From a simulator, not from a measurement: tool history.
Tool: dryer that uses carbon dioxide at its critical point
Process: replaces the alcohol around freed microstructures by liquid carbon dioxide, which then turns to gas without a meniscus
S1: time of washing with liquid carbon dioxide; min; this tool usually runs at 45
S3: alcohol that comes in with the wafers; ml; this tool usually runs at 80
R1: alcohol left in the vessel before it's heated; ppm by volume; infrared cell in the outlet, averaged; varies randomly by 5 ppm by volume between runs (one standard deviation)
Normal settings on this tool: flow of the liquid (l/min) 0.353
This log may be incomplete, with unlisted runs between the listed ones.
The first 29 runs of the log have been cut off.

{"run": 30, "hour": 182.4, "S1": 65, "flow of the liquid (l/min)": 0.353, "S3": 90, "R1": 59}
{"run": 31, "hour": 187.2, "S1": 65, "flow of the liquid (l/min)": 0.353, "S3": 90, "R1": 69}
{"run": 32, "hour": 194.3, "S1": 65, "flow of the liquid (l/min)": 0.353, "S3": 90, "R1": 64}
{"run": 33, "hour": 200.0, "S1": 43, "flow of the liquid (l/min)": 0.353, "S3": 112, "R1": 161}
{"run": 34, "hour": 206.6, "S1": 43, "flow of the liquid (l/min)": 0.353, "S3": 112, "R1": 168}
{"run": 35, "hour": 211.4, "S1": 43, "flow of the liquid (l/min)": 0.541, "S3": 45, "R1": 66}
{"run": 36, "hour": 216.7, "S1": 43, "flow of the liquid (l/min)": 0.541, "S3": 45, "R1": 64}
{"hour": 219.9, "done": "inlet filter changed"}
{"run": 37, "hour": 225.9, "S1": 37, "flow of the liquid (l/min)": 0.483, "S3": 31, "R1": 76}
{"run": 38, "hour": 231.9, "S1": 30, "flow of the liquid (l/min)": 0.406, "S3": 85, "R1": 175}
{"run": 39, "hour": 239.4, "S1": 38, "flow of the liquid (l/min)": 0.216, "S3": 71, "R1": 693}
{"run": 40, "hour": 245.2, "S1": 50, "flow of the liquid (l/min)": 0.51, "S3": 78, "R1": 73}
{"run": 41, "hour": 252.2, "S1": 72, "flow of the liquid (l/min)": 0.59, "S3": 78, "R1": 74}
{"run": 42, "hour": 260.2, "S1": 72, "flow of the liquid (l/min)": 0.59, "S3": 78, "R1": 65}

Here are 5 independent what-if runs from the current tool condition. What would each one return?
{"run": "A", "hour": 265.1, "S1": 41, "flow of the liquid (l/min)": 0.49, "S3": 60, "R1": "?"}
{"run": "B", "hour": 265.1, "S1": 43, "flow of the liquid (l/min)": 0.448, "S3": 78, "R1": "?"}
{"run": "C", "hour": 265.1, "S1": 66, "flow of the liquid (l/min)": 0.565, "S3": 28, "R1": "?"}
{"run": "D", "hour": 265.1, "S1": 36, "flow of the liquid (l/min)": 0.337, "S3": 29, "R1": "?"}
{"run": "E", "hour": 265.1, "S1": 33, "flow of the liquid (l/min)": 0.245, "S3": 33, "R1": "?"}

run=A R1=69
run=B R1=80
run=C R1=73
run=D R1=106
run=E R1=373
With the hidden condition removed and each run's random variation left untouched, the same runs would have given:
run=A R1=3
run=B R1=15
run=C R1=7
run=D R1=37
run=E R1=293
